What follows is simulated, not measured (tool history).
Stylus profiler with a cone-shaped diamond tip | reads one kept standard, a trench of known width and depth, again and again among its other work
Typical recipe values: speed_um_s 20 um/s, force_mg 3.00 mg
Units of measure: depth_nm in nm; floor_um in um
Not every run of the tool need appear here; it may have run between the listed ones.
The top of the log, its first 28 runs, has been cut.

run   hour  speed_um_s  force_mg  scans with this tip  hours of work since the height scale was calibrated  depth_nm  floor_um
 29  648.9          16      6.49                 6235                                                   72    204.26     97.43
 30  678.0          23      3.00                 6408                                                   89    202.41     97.39
     683.4  -- height scale calibrated on a step standard, once more
 31  698.4          43      1.31                 6527                                                    9    201.48     97.09
 32  731.1          40      5.91                 6721                                                   28    204.21     97.29
 33  761.5          40      5.91                 6903                                                   46    204.23     97.38
 34  786.7          41      2.31                 7053                                                   61    202.18     97.21
 35  800.1          38      2.33                 7133                                                   69    202.25     97.22
 36  814.5          73      2.13                 7218                                                   77    202.05     96.98
 37  833.5          73      2.13                 7332                                                   89    202.08     96.95
 38  849.7          73      2.13                 7428                                                   98    202.07     96.90
 39  867.1          13      7.73                 7532                                                  108    205.03     97.33
 40  887.2          13      7.73                 7651                                                  120    205.01     97.41
 41  913.2          22      2.51                 7807                                                  136    202.31     97.19
 42  932.0          58      2.89                 7919                                                  147    202.52     97.06
 43  948.2          58      2.89                 8015                                                  156    202.51     97.08
 44  973.1          24      1.05                 8163                                                  171    201.25     97.18
 45  995.8          31      6.39                 8299                                                  184    204.40     97.28

5 ways to go on from here, each from the tool as it stands after run 45. What would each give?
  A  1023.1          13      3.00                 8461                                                  201         ?         ?
  B  1023.1          31      7.31                 8461                                                  201         ?         ?
  C  1023.1          31      1.23                 8461                                                  201         ?         ?
  D  1023.1          49      1.08                 8461                                                  201         ?         ?
  E  1023.1          25      6.11                 8461                                                  201         ?         ?

run  depth_nm  floor_um
  A    202.52     97.30
  B    204.74     97.22
  C    201.31     97.13
  D    201.24     96.91
  E    204.24     97.19
Had the tool no hidden state, the same runs would have come out as:
run  depth_nm  floor_um
  A    202.67     98.00
  B    204.90     97.93
  C    201.46     97.84
  D    201.39     97.61
  E    204.39     97.89

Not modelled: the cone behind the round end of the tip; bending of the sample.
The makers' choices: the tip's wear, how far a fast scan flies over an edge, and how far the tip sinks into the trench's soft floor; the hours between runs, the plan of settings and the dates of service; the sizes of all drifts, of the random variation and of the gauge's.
